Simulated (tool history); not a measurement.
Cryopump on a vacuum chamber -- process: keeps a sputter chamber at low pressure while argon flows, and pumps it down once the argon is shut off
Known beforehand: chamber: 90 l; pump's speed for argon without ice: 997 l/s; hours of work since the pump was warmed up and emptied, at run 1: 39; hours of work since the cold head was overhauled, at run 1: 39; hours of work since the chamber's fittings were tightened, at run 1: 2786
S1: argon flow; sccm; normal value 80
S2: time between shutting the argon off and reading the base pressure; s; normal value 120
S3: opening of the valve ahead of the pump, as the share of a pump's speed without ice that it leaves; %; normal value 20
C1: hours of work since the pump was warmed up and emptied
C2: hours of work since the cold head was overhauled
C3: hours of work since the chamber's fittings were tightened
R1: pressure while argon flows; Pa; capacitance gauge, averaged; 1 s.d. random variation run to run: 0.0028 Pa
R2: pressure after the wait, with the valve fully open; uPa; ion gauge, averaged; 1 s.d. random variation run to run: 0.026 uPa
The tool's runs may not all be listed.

{"run": 1, "hour": 0.0, "S1": 80, "S2": 120, "S3": 20, "C1": 39, "C2": 39, "C3": 2786, "R1": 0.6795, "R2": 2.65}
{"run": 2, "hour": 24.6, "S1": 80, "S2": 120, "S3": 52, "C1": 60, "C2": 60, "C3": 2806, "R1": 0.2667, "R2": 2.6}
{"run": 3, "hour": 50.0, "S1": 80, "S2": 38, "S3": 20, "C1": 81, "C2": 81, "C3": 2828, "R1": 0.6775, "R2": 4.38}
{"run": 4, "hour": 73.9, "S1": 80, "S2": 120, "S3": 20, "C1": 101, "C2": 101, "C3": 2848, "R1": 0.6861, "R2": 2.82}
{"run": 5, "hour": 95.7, "S1": 80, "S2": 120, "S3": 20, "C1": 119, "C2": 119, "C3": 2866, "R1": 0.6899, "R2": 2.73}
{"run": 6, "hour": 112.8, "S1": 80, "S2": 120, "S3": 20, "C1": 134, "C2": 134, "C3": 2881, "R1": 0.684, "R2": 2.87}
{"run": 7, "hour": 131.5, "S1": 80, "S2": 120, "S3": 18, "C1": 149, "C2": 149, "C3": 2896, "R1": 0.7614, "R2": 2.88}
{"run": 8, "hour": 154.4, "S1": 80, "S2": 120, "S3": 18, "C1": 169, "C2": 169, "C3": 2916, "R1": 0.7629, "R2": 2.83}
{"run": 9, "hour": 169.4, "S1": 80, "S2": 120, "S3": 18, "C1": 181, "C2": 181, "C3": 2928, "R1": 0.7635, "R2": 2.88}
{"run": 10, "hour": 199.4, "S1": 80, "S2": 120, "S3": 20, "C1": 207, "C2": 207, "C3": 2954, "R1": 0.6906, "R2": 2.85}
{"run": 11, "hour": 230.1, "S1": 80, "S2": 120, "S3": 20, "C1": 232, "C2": 232, "C3": 2979, "R1": 0.694, "R2": 3.0}
{"run": 12, "hour": 246.3, "S1": 80, "S2": 120, "S3": 20, "C1": 246, "C2": 246, "C3": 2993, "R1": 0.6931, "R2": 3.02}
{"run": 13, "hour": 265.0, "S1": 80, "S2": 120, "S3": 16, "C1": 262, "C2": 262, "C3": 3009, "R1": 0.866, "R2": 2.96}
{"run": 14, "hour": 298.5, "S1": 60, "S2": 120, "S3": 16, "C1": 290, "C2": 290, "C3": 3037, "R1": 0.652, "R2": 3.09}
{"run": 15, "hour": 316.9, "S1": 60, "S2": 120, "S3": 16, "C1": 305, "C2": 305, "C3": 3052, "R1": 0.651, "R2": 3.08}

Run 16 comes next. What will it give?
{"run": 16, "hour": 343.3, "S1": 60, "S2": 51, "S3": 17, "C1": 328, "C2": 328, "C3": 3075, "R1": "?", "R2": "?"}

For run 16 the tool returned R1 0.6163 Pa, R2 4.16 uPa.
The same run, on a tool lacking any hidden state, would have yielded R1 0.5981 Pa, R2 2.09 uPa.
